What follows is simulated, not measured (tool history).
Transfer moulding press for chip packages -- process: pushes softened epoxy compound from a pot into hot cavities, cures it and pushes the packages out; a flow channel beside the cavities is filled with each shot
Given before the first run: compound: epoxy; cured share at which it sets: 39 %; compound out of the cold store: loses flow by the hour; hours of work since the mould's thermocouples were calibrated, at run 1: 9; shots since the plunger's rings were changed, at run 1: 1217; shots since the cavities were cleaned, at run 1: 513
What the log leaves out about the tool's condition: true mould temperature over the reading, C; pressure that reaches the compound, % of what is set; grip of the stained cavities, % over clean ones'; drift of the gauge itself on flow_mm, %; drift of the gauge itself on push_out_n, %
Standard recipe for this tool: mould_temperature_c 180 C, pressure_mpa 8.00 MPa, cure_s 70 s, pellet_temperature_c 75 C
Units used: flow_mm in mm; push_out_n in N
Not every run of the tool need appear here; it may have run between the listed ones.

| run | hour | mould_temperature_c | pressure_mpa | cure_s | pellet_temperature_c | hours of work since the mould's thermocouples were calibrated | shots since the plunger's rings were changed | shots since the cavities were cleaned | incoming compound's hours out of the cold store | flow_mm | push_out_n |
|---|---|---|---|---|---|---|---|---|---|---|---|
| 1 | 0.0 | 180 | 8.00 | 70 | 75 | 9 | 1217 | 513 | 12.1 | 973 | 971 |
| 2 | 7.2 | 180 | 8.00 | 70 | 75 | 12 | 1301 | 597 | 11.0 | 980 | 994 |
| 3 | 15.1 | 180 | 6.77 | 70 | 75 | 16 | 1394 | 690 | 32.3 | 813 | 985 |
| 4 | 19.6 | 180 | 8.00 | 53 | 75 | 18 | 1447 | 743 | 27.1 | 906 | 2029 |
| 5 | 25.9 | 180 | 8.00 | 53 | 75 | 21 | 1520 | 816 | 11.5 | 966 | 2319 |
| 6 | 34.2 | 180 | 8.00 | 53 | 75 | 25 | 1618 | 914 | 8.7 | 983 | 2382 |
| 7 | 38.8 | 179 | 8.00 | 53 | 75 | 27 | 1671 | 967 | 15.2 | 950 | 2476 |
| 8 | 45.3 | 179 | 8.00 | 53 | 75 | 30 | 1747 | 1043 | 31.8 | 884 | 2309 |
|  | 53.2 | cavities cleaned with cleaning compound and waxed |
| 9 | 53.9 | 179 | 8.00 | 53 | 75 | 34 | 1831 | 8 | 45.4 | 837 | 1085 |
| 10 | 61.2 | 180 | 7.38 | 70 | 75 | 37 | 1917 | 94 | 42.7 | 807 | 608 |
| 11 | 65.6 | 180 | 7.38 | 70 | 75 | 39 | 1968 | 145 | 10.5 | 928 | 726 |
| 12 | 69.5 | 180 | 7.38 | 70 | 75 | 41 | 2014 | 191 | 42.3 | 803 | 734 |
| 13 | 77.0 | 180 | 8.00 | 70 | 74 | 45 | 2102 | 279 | 17.2 | 935 | 844 |
| 14 | 85.5 | 180 | 8.00 | 65 | 75 | 49 | 2202 | 379 | 19.9 | 926 | 1040 |
| 15 | 89.7 | 180 | 8.00 | 98 | 75 | 51 | 2250 | 427 | 21.5 | 915 | 708 |
| 16 | 97.2 | 179 | 7.73 | 85 | 68 | 54 | 2338 | 515 | 42.2 | 822 | 801 |
| 17 | 103.6 | 180 | 7.42 | 70 | 80 | 57 | 2413 | 590 | 37.7 | 823 | 926 |
| 18 | 108.7 | 180 | 9.57 | 84 | 80 | 60 | 2473 | 650 | 23.9 | 985 | 837 |
| 19 | 116.0 | 180 | 7.26 | 89 | 67 | 63 | 2559 | 736 | 36.2 | 812 | 826 |
| 20 | 121.5 | 180 | 7.26 | 89 | 67 | 66 | 2623 | 800 | 19.1 | 875 | 865 |
| 21 | 127.0 | 184 | 8.04 | 89 | 73 | 68 | 2687 | 864 | 11.0 | 946 | 832 |
| 22 | 130.8 | 184 | 8.04 | 89 | 73 | 70 | 2732 | 909 | 36.0 | 839 | 815 |
| 23 | 139.9 | 184 | 8.04 | 89 | 73 | 74 | 2839 | 1016 | 19.4 | 909 | 851 |
|  | 150.1 | cavities cleaned with cleaning compound and waxed |
| 24 | 150.5 | 184 | 8.04 | 89 | 73 | 79 | 2945 | 5 | 39.8 | 828 | 440 |
| 25 | 158.4 | 182 | 6.08 | 88 | 78 | 82 | 3038 | 98 | 38.7 | 726 | 515 |
| 26 | 163.9 | 181 | 8.00 | 63 | 75 | 85 | 3102 | 162 | 17.2 | 915 | 846 |

What does the tool deliver on the next run?
| 27 | 168.8 | 181 | 8.00 | 63 | 75 | 87 | 3160 | 220 | 39.9 | ? | ? |

flow_mm: 824 mm
push_out_n: 840 N
The same run, on a tool lacking any hidden state, would have yielded flow_mm 872 mm, push_out_n 597 N.

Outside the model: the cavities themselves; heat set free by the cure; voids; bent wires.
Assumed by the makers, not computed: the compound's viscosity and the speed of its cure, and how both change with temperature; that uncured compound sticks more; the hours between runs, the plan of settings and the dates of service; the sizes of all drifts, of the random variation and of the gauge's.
